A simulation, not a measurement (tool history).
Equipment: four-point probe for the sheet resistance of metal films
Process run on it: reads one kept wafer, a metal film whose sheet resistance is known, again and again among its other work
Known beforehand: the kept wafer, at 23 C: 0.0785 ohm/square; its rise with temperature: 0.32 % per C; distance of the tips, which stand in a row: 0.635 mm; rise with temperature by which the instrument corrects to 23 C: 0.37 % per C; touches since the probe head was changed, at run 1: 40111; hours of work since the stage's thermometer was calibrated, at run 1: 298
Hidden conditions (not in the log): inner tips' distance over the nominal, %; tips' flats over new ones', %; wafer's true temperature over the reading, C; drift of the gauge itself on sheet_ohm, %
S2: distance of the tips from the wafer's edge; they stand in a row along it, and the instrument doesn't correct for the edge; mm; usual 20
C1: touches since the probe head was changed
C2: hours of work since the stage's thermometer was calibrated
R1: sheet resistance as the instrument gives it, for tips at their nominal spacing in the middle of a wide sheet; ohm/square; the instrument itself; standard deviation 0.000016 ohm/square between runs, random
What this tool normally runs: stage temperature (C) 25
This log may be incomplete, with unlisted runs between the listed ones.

{"run": 1, "day": 0.0, "stage temperature (C)": 25, "S2": 20, "C1": 40111, "C2": 298, "R1": 0.078489}
{"run": 2, "day": 0.721, "stage temperature (C)": 25, "S2": 20, "C1": 40871, "C2": 311, "R1": 0.0785}
{"run": 3, "day": 1.758, "stage temperature (C)": 25, "S2": 15, "C1": 41968, "C2": 329, "R1": 0.078521}
{"run": 4, "day": 2.579, "stage temperature (C)": 25, "S2": 15, "C1": 42831, "C2": 343, "R1": 0.07849}
{"run": 5, "day": 3.179, "stage temperature (C)": 25, "S2": 20, "C1": 43465, "C2": 354, "R1": 0.078478}
{"run": 6, "day": 3.908, "stage temperature (C)": 33, "S2": 20, "C1": 44235, "C2": 366, "R1": 0.078217}
{"run": 7, "day": 4.758, "stage temperature (C)": 25, "S2": 20, "C1": 45133, "C2": 381, "R1": 0.07843}
{"run": 8, "day": 5.304, "stage temperature (C)": 25, "S2": 20, "C1": 45706, "C2": 391, "R1": 0.078469}
{"run": 9, "day": 6.129, "stage temperature (C)": 25, "S2": 20, "C1": 46576, "C2": 405, "R1": 0.07847}
{"run": 10, "day": 6.862, "stage temperature (C)": 25, "S2": 20, "C1": 47352, "C2": 418, "R1": 0.078474}
{"run": 11, "day": 7.871, "stage temperature (C)": 25, "S2": 20, "C1": 48417, "C2": 435, "R1": 0.078442}
{"run": 12, "day": 9.038, "stage temperature (C)": 25, "S2": 20, "C1": 49646, "C2": 456, "R1": 0.078458}
{"run": 13, "day": 9.962, "stage temperature (C)": 25, "S2": 20, "C1": 50623, "C2": 472, "R1": 0.078474}
{"run": 14, "day": 10.5, "stage temperature (C)": 25, "S2": 20, "C1": 51192, "C2": 481, "R1": 0.07848}
{"run": 15, "day": 11.112, "stage temperature (C)": 25, "S2": 20, "C1": 51834, "C2": 492, "R1": 0.078466}
{"run": 16, "day": 11.633, "stage temperature (C)": 25, "S2": 20, "C1": 52384, "C2": 501, "R1": 0.078462}
{"run": 17, "day": 12.421, "stage temperature (C)": 25, "S2": 20, "C1": 53215, "C2": 514, "R1": 0.078475}
{"run": 18, "day": 13.188, "stage temperature (C)": 25, "S2": 38, "C1": 54025, "C2": 528, "R1": 0.078422}
{"run": 19, "day": 14.267, "stage temperature (C)": 25, "S2": 38, "C1": 55164, "C2": 547, "R1": 0.078417}
{"run": 20, "day": 15.029, "stage temperature (C)": 25, "S2": 38, "C1": 55969, "C2": 560, "R1": 0.078457}
{"run": 21, "day": 16.183, "stage temperature (C)": 25, "S2": 38, "C1": 57185, "C2": 580, "R1": 0.078469}
{"run": 22, "day": 17.175, "stage temperature (C)": 24, "S2": 20, "C1": 58232, "C2": 597, "R1": 0.078516}
{"run": 23, "day": 17.725, "stage temperature (C)": 24, "S2": 20, "C1": 58812, "C2": 607, "R1": 0.078513}
{"run": 24, "day": 18.546, "stage temperature (C)": 27, "S2": 23, "C1": 59679, "C2": 621, "R1": 0.078371}
{"run": 25, "day": 19.654, "stage temperature (C)": 27, "S2": 23, "C1": 60848, "C2": 640, "R1": 0.078368}
{"run": 26, "day": 20.496, "stage temperature (C)": 31, "S2": 24, "C1": 61735, "C2": 655, "R1": 0.078278}
{"run": 27, "day": 21.217, "stage temperature (C)": 18, "S2": 20, "C1": 62499, "C2": 668, "R1": 0.078711}
{"run": 28, "day": 21.921, "stage temperature (C)": 18, "S2": 20, "C1": 63240, "C2": 680, "R1": 0.078689}
{"run": 29, "day": 22.933, "stage temperature (C)": 18, "S2": 20, "C1": 64309, "C2": 698, "R1": 0.078691}
{"run": 30, "day": 24.0, "stage temperature (C)": 29, "S2": 3, "C1": 65434, "C2": 716, "R1": 0.080132}
{"run": 31, "day": 24.638, "stage temperature (C)": 27, "S2": 54, "C1": 66109, "C2": 727, "R1": 0.078334}
{"run": 32, "day": 25.246, "stage temperature (C)": 27, "S2": 54, "C1": 66747, "C2": 738, "R1": 0.07839}
{"run": 33, "day": 26.054, "stage temperature (C)": 25, "S2": 39, "C1": 67603, "C2": 752, "R1": 0.078448}
{"run": 34, "day": 26.683, "stage temperature (C)": 21, "S2": 3, "C1": 68264, "C2": 763, "R1": 0.080412}
{"run": 35, "day": 27.583, "stage temperature (C)": 25, "S2": 4, "C1": 69217, "C2": 778, "R1": 0.079476}
{"run": 36, "day": 28.475, "stage temperature (C)": 30, "S2": 4, "C1": 70155, "C2": 794, "R1": 0.079319}
{"run": 37, "day": 29.558, "stage temperature (C)": 23, "S2": 10, "C1": 71301, "C2": 813, "R1": 0.078642}
{"run": 38, "day": 30.733, "stage temperature (C)": 23, "S2": 10, "C1": 72540, "C2": 833, "R1": 0.078645}
{"run": 39, "day": 31.804, "stage temperature (C)": 22, "S2": 73, "C1": 73667, "C2": 852, "R1": 0.078524}
{"run": 40, "day": 32.283, "stage temperature (C)": 30, "S2": 41, "C1": 74174, "C2": 860, "R1": 0.07824}
{"run": 41, "day": 32.783, "stage temperature (C)": 24, "S2": 31, "C1": 74702, "C2": 869, "R1": 0.078464}
{"run": 42, "day": 33.6, "stage temperature (C)": 25, "S2": 3, "C1": 75563, "C2": 883, "R1": 0.080268}
{"run": 43, "day": 34.396, "stage temperature (C)": 25, "S2": 3, "C1": 76403, "C2": 897, "R1": 0.080273}
{"run": 44, "day": 35.033, "stage temperature (C)": 26, "S2": 26, "C1": 77075, "C2": 908, "R1": 0.078414}
{"run": 45, "day": 35.888, "stage temperature (C)": 26, "S2": 26, "C1": 77979, "C2": 923, "R1": 0.078371}

4 options for the next run, each taken on its own from the tool as it stands now. Forecast them:
{"run": "A", "day": 36.421, "stage temperature (C)": 32, "S2": 26, "C1": 78538, "C2": 932, "R1": "?"}
{"run": "B", "day": 36.421, "stage temperature (C)": 21, "S2": 36, "C1": 78538, "C2": 932, "R1": "?"}
{"run": "C", "day": 36.421, "stage temperature (C)": 28, "S2": 48, "C1": 78538, "C2": 932, "R1": "?"}
{"run": "D", "day": 36.421, "stage temperature (C)": 21, "S2": 15, "C1": 78538, "C2": 932, "R1": "?"}

run=A R1=0.078227
run=B R1=0.078569
run=C R1=0.078337
run=D R1=0.078623
Take away the tool's hidden state, keep each run's random variation, and the runs would have read:
run=A R1=0.078241
run=B R1=0.078583
run=C R1=0.078351
run=D R1=0.078637
